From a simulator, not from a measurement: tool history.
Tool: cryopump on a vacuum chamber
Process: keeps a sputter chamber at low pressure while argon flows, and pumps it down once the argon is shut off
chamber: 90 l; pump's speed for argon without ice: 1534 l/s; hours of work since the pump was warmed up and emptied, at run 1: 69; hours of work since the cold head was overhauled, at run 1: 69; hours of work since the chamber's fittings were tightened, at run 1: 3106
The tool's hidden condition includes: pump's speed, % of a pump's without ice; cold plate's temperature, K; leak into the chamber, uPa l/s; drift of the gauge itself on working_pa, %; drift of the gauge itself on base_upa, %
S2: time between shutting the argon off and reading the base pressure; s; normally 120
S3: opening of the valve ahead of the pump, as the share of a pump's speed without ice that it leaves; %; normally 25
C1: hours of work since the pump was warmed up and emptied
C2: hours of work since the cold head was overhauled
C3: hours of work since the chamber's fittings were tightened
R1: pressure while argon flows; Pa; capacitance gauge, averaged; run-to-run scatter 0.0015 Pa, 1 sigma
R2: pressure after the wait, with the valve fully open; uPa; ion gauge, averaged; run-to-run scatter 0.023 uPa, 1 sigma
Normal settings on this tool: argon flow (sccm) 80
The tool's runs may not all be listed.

{"run": 1, "hour": 0.0, "argon flow (sccm)": 80, "S2": 120, "S3": 25, "C1": 69, "C2": 69, "C3": 3106, "R1": 0.3542, "R2": 1.16}
{"run": 2, "hour": 14.6, "argon flow (sccm)": 47, "S2": 120, "S3": 25, "C1": 81, "C2": 81, "C3": 3119, "R1": 0.2085, "R2": 1.18}
{"run": 3, "hour": 26.6, "argon flow (sccm)": 80, "S2": 120, "S3": 25, "C1": 92, "C2": 92, "C3": 3129, "R1": 0.3561, "R2": 1.24}
{"run": 4, "hour": 42.5, "argon flow (sccm)": 80, "S2": 120, "S3": 25, "C1": 105, "C2": 105, "C3": 3143, "R1": 0.358, "R2": 1.2}
{"run": 5, "hour": 55.9, "argon flow (sccm)": 80, "S2": 120, "S3": 25, "C1": 117, "C2": 117, "C3": 3155, "R1": 0.3556, "R2": 1.15}
{"run": 6, "hour": 72.3, "argon flow (sccm)": 80, "S2": 120, "S3": 25, "C1": 131, "C2": 131, "C3": 3169, "R1": 0.3571, "R2": 1.26}
{"run": 7, "hour": 89.2, "argon flow (sccm)": 80, "S2": 120, "S3": 25, "C1": 146, "C2": 146, "C3": 3184, "R1": 0.3558, "R2": 1.18}
{"run": 8, "hour": 103.1, "argon flow (sccm)": 80, "S2": 120, "S3": 25, "C1": 158, "C2": 158, "C3": 3196, "R1": 0.3575, "R2": 1.24}
{"run": 9, "hour": 113.0, "argon flow (sccm)": 80, "S2": 120, "S3": 25, "C1": 167, "C2": 167, "C3": 3204, "R1": 0.357, "R2": 1.28}
{"run": 10, "hour": 128.2, "argon flow (sccm)": 80, "S2": 118, "S3": 25, "C1": 180, "C2": 180, "C3": 3217, "R1": 0.3565, "R2": 1.27}
{"run": 11, "hour": 143.3, "argon flow (sccm)": 80, "S2": 120, "S3": 25, "C1": 193, "C2": 193, "C3": 3230, "R1": 0.357, "R2": 1.29}
{"run": 12, "hour": 159.2, "argon flow (sccm)": 80, "S2": 120, "S3": 36, "C1": 207, "C2": 207, "C3": 3244, "R1": 0.2518, "R2": 1.21}
{"run": 13, "hour": 174.6, "argon flow (sccm)": 46, "S2": 120, "S3": 55, "C1": 220, "C2": 220, "C3": 3258, "R1": 0.0957, "R2": 1.26}
{"run": 14, "hour": 189.5, "argon flow (sccm)": 46, "S2": 120, "S3": 55, "C1": 233, "C2": 233, "C3": 3271, "R1": 0.0956, "R2": 1.32}
{"run": 15, "hour": 200.8, "argon flow (sccm)": 32, "S2": 80, "S3": 26, "C1": 243, "C2": 243, "C3": 3280, "R1": 0.1379, "R2": 1.56}
{"run": 16, "hour": 214.4, "argon flow (sccm)": 32, "S2": 80, "S3": 26, "C1": 254, "C2": 254, "C3": 3292, "R1": 0.1392, "R2": 1.56}
{"run": 17, "hour": 232.2, "argon flow (sccm)": 32, "S2": 69, "S3": 26, "C1": 270, "C2": 270, "C3": 3308, "R1": 0.1403, "R2": 1.69}
{"run": 18, "hour": 243.9, "argon flow (sccm)": 56, "S2": 34, "S3": 50, "C1": 280, "C2": 280, "C3": 3318, "R1": 0.1289, "R2": 2.79}
{"run": 19, "hour": 251.9, "argon flow (sccm)": 56, "S2": 198, "S3": 45, "C1": 287, "C2": 287, "C3": 3325, "R1": 0.1434, "R2": 1.04}
{"run": 20, "hour": 261.0, "argon flow (sccm)": 56, "S2": 198, "S3": 45, "C1": 295, "C2": 295, "C3": 3332, "R1": 0.1432, "R2": 0.99}
{"run": 21, "hour": 271.7, "argon flow (sccm)": 56, "S2": 39, "S3": 45, "C1": 304, "C2": 304, "C3": 3342, "R1": 0.1434, "R2": 2.52}
{"run": 22, "hour": 289.4, "argon flow (sccm)": 47, "S2": 120, "S3": 18, "C1": 319, "C2": 319, "C3": 3357, "R1": 0.2942, "R2": 1.29}

Measured less the same run without the tool's hidden state. The same run-to-run variation is in both; the gauge's scatter may not be:
run=1 R1=+0.0024 R2=+0.39
run=2 R1=+0.0016 R2=+0.40
run=3 R1=+0.0031 R2=+0.41
run=4 R1=+0.0034 R2=+0.41
run=5 R1=+0.0037 R2=+0.38
run=6 R1=+0.0042 R2=+0.42
run=7 R1=+0.0045 R2=+0.41
run=8 R1=+0.0048 R2=+0.42
run=9 R1=+0.0052 R2=+0.42
run=10 R1=+0.0055 R2=+0.42
run=11 R1=+0.0059 R2=+0.43
run=12 R1=+0.0063 R2=+0.43
run=13 R1=+0.0038 R2=+0.44
run=14 R1=+0.0040 R2=+0.45
run=15 R1=+0.0029 R2=+0.45
run=16 R1=+0.0031 R2=+0.44
run=17 R1=+0.0033 R2=+0.45
run=18 R1=+0.0059 R2=+0.45
run=19 R1=+0.0060 R2=+0.46
run=20 R1=+0.0062 R2=+0.46
run=21 R1=+0.0064 R2=+0.46
run=22 R1=+0.0057 R2=+0.46

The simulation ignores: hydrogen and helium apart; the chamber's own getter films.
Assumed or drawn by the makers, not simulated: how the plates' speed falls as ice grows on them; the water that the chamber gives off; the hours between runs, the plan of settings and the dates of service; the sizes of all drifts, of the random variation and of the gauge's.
